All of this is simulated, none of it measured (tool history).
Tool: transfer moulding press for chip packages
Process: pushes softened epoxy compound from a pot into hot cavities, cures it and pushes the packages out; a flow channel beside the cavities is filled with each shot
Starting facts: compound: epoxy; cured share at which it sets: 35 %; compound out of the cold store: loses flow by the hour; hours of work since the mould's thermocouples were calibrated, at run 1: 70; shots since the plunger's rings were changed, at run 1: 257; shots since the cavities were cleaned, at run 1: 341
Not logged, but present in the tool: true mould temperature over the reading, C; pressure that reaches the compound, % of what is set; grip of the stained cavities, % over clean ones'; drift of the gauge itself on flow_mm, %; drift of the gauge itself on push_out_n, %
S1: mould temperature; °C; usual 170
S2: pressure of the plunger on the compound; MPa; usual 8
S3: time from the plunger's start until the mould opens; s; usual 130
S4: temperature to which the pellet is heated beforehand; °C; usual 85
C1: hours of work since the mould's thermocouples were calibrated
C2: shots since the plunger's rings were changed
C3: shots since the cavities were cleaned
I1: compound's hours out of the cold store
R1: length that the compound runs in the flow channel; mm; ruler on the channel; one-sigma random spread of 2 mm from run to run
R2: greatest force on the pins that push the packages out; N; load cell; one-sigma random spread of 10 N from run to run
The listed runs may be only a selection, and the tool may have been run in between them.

run	hour	S1	S2	S3	S4	C1	C2	C3	I1	R1	R2
1	0	170	8	130	85	70	257	341	45	693	542
2	8	170	8	130	89	73	303	387	46.4	690	545
3	18.8	170	8	130	89	78	365	449	44.6	695	565
4	28.9	176	8	130	89	82	422	506	21.7	726	516
5	36.9	170	8	130	85	85	468	552	41.6	699	576
6	44.7	170	8	130	85	89	513	597	37.1	712	608
7	55.8	170	8	130	85	93	577	661	36	715	606
# hour 65.4: cavities cleaned with cleaning compound and waxed
8	66.6	170	8	130	85	97	630	7	41.5	697	473
9	72.6	170	8	130	85	100	665	42	35	717	481
10	84.9	170	8	130	85	105	735	112	11.9	779	497
11	95.2	170	8	130	85	109	795	172	46.5	686	515
12	108.2	170	8	130	85	115	869	246	44.4	692	524
13	117.3	170	8	130	85	118	921	298	15.1	769	534
14	129.4	170	8	130	85	124	990	367	11.2	781	576
15	140.2	176	6.86	153	78	128	1052	429	37.4	631	463
16	153	176	6.86	153	78	133	1126	503	43.3	618	491
17	164.2	176	6.86	153	78	138	1190	567	39.2	631	509
18	172.8	170	8	166	91	142	1240	617	16.9	758	521
19	180.1	170	6.09	130	92	145	1281	658	14.1	669	602
# hour 190.4: cavities cleaned with cleaning compound and waxed
20	193.7	170	6.58	130	92	150	1351	19	35.8	643	488
21	201.9	163	6.35	116	85	153	1398	66	35.9	658	964
22	207.5	170	8	130	79	156	1430	98	22.2	748	510
23	215.7	170	8	130	79	159	1477	145	12.4	775	537
24	225.9	167	8	130	91	163	1536	204	9.8	792	621
25	237.3	167	8	130	91	168	1601	269	18.3	769	629

What does the tool deliver on the next run?
26	250.3	170	8.53	156	90	174	1676	344	31	?	?

Run 26 produced R1 743 mm, R2 490 N.
If the tool had no hidden condition, the same run with the same run-to-run variation would have returned R1 758 mm, R2 412 N.

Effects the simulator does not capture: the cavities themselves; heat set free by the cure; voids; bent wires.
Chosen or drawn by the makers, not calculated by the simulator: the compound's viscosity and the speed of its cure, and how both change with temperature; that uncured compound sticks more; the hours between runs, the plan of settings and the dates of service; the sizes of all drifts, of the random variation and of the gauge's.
